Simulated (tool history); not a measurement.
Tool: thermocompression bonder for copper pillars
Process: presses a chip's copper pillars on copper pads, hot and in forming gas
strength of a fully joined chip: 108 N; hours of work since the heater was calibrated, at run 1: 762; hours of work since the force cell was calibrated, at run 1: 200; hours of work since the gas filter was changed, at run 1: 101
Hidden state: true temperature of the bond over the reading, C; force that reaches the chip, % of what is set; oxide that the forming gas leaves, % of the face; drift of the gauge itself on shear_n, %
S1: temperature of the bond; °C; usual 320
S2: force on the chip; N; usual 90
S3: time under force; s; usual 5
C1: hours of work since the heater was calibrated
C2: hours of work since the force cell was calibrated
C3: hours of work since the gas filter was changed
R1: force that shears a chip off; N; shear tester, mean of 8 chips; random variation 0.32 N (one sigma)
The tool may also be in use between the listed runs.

run,hour,S1,S2,S3,C1,C2,C3,R1
1,0,320,90,5,762,200,101,80.1
2,45.2,320,90,5,790,228,128,79.9
# hour 55.1: forming gas filter changed
3,110.1,320,90,11,830,267,34,94.6
4,174,293,90,5,869,306,73,66.8
5,227.7,293,90,5,902,339,106,66.5
6,269.6,293,90,5,928,365,132,66
# hour 274: forming gas filter changed
# hour 329: heater calibrated with a thermocouple chip
7,334.9,293,90,5,4,404,36,62.1
8,401.7,320,90,5,45,445,77,77.6
9,438.4,320,90,5,67,467,100,76.8
10,491.3,320,90,5,100,500,132,76.2
# hour 497: forming gas filter changed
11,535.5,320,90,5,127,527,24,78.6
12,573.2,320,90,5,150,550,47,78.6
13,634.4,320,90,4,187,588,84,73.6
14,666.5,320,90,4,207,607,104,74.2
15,703.3,320,90,4,230,630,127,73.7
# hour 715.9: forming gas filter changed
16,758.8,320,90,4,264,664,26,75.4
17,820.6,320,90,6,302,702,64,82.8
18,858,320,90,6,325,725,87,82.1
19,905.7,320,90,10,354,754,117,89.6
# hour 933.4: forming gas filter changed
20,957.3,320,90,10,385,785,15,92.4
21,1015.9,325,90,5,421,821,51,81.6
22,1080.4,334,90,11,461,861,90,96.6
23,1129.9,334,90,11,491,892,121,97
# hour 1151.9: forming gas filter changed
24,1181.7,334,90,11,523,923,18,98.2
25,1237.7,334,90,11,557,958,53,97.1
# hour 1244.6: force cell calibrated
26,1273,339,85,4,578,17,74,84.3
27,1323.1,333,125,5,609,48,104,93.9
# hour 1371.4: forming gas filter changed
28,1378.6,331,94,5,643,82,4,88.5
29,1426.1,313,109,4,672,111,34,79.1
30,1483.6,325,117,12,707,147,69,101.5
31,1512.9,325,117,12,725,165,87,100.5
32,1568.6,320,56,5,759,199,121,67.7
# hour 1589.4: force cell calibrated, once more
# hour 1589.9: forming gas filter changed
33,1609.9,320,58,7,784,12,12,75.8
34,1645.1,335,81,3,805,34,34,75.6
35,1682.4,347,80,5,828,57,57,89.1
36,1732.1,320,89,3,859,87,87,70.9
37,1801.2,291,129,5,901,130,130,75
# hour 1807.6: forming gas filter changed
38,1842.5,304,92,7,926,155,21,81
39,1871.5,317,64,9,944,173,39,82.6
# hour 1900.8: heater calibrated with a thermocouple chip
40,1939.3,317,70,3,24,213,80,58

3 ways to go on from here, each from the tool as it stands after run 40. What would each give?
A,1977,313,70,5,47,236,103,?
B,1977,317,70,7,47,236,103,?
C,1977,317,76,8,47,236,103,?

run,R1
A,65.2
B,74.1
C,79.2
Without the tool's hidden state the same runs would have given:
run,R1
A,66
B,75.1
C,80.4
